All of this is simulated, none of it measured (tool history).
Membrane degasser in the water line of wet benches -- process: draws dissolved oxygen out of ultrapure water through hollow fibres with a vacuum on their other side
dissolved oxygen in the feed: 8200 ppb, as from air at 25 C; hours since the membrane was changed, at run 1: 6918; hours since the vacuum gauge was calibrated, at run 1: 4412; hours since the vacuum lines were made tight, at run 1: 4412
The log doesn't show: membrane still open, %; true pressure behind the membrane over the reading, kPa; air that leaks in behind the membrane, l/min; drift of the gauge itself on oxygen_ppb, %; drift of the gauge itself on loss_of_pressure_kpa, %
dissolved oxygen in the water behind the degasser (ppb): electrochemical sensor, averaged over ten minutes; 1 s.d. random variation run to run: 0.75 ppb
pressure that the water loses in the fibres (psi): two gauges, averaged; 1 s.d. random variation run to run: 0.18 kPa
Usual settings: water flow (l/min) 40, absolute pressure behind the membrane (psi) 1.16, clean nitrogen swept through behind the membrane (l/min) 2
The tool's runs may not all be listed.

run     day  water flow (l/min)  absolute pressure behind the membrane (psi)  clean nitrogen swept through behind the membrane (l/min)  hours since the membrane was changed  hours since the vacuum gauge was calibrated  hours since the vacuum lines were made tight  dissolved oxygen in the water behind the degasser (ppb)  pressure that the water loses in the fibres (psi)
  1       0                  40                                         1.16                                                         2                                  6918                                         4412                                          4412                                                    214.8                                              4.664
  2   6.142                  40                                         1.16                                                         2                                  7065                                         4560                                          4560                                                    216.9                                              4.711
  3  14.433                  40                                         1.16                                                         2                                  7264                                         4759                                          4759                                                    215.8                                              4.701
  4  20.433                  40                                         1.16                                                         2                                  7408                                         4903                                          4903                                                      215                                              4.664
  5  28.338                  40                                         1.16                                                      4.05                                  7598                                         5092                                          5092                                                    117.8                                              4.743
     31.117  -- vacuum gauge calibrated
  6  38.108                  40                                         1.16                                                      4.05                                  7832                                          168                                          5327                                                    117.7                                              4.753
  7  43.838                  40                                         1.16                                                      1.81                                  7969                                          305                                          5464                                                    235.8                                              4.747
  8  48.317                  40                                         1.16                                                      1.81                                  8077                                          413                                          5571                                                    234.8                                              4.721
  9  54.521                  40                                        2.569                                                      0.89                                  8226                                          562                                          5720                                                   1135.9                                              4.767
 10  61.017                  54                                         1.16                                                         2                                  8382                                          718                                          5876                                                    284.9                                              6.427
 11  67.579                  48                                         1.16                                                      1.92                                  8539                                          875                                          6034                                                    262.3                                              5.716
 12  77.112                  48                                         1.16                                                      1.92                                  8768                                         1104                                          6263                                                    263.2                                              5.743
 13  84.238                  51                                         1.16                                                      1.92                                  8939                                         1275                                          6434                                                    277.2                                              6.071
 14  90.633                  40                                        0.724                                                      1.59                                  9093                                         1428                                          6587                                                    103.2                                              4.814
 15  99.267                  30                                        0.724                                                      2.79                                  9300                                         1636                                          6794                                                     48.7                                              3.607

Each run again, without the hidden state but with its own random variation kept:
run  pressure that the water loses in the fibres (psi)
  1                                               4.66
  2                                              4.704
  3                                              4.688
  4                                              4.647
  5                                              4.718
  6                                              4.722
  7                                              4.712
  8                                              4.683
  9                                              4.725
 10                                              6.364
 11                                              5.654
 12                                              5.672
 13                                               5.99
 14                                              4.746
 15                                              3.552
dissolved oxygen in the water behind the degasser (ppb): differs from the measured result by no more than 0.2 in any run.

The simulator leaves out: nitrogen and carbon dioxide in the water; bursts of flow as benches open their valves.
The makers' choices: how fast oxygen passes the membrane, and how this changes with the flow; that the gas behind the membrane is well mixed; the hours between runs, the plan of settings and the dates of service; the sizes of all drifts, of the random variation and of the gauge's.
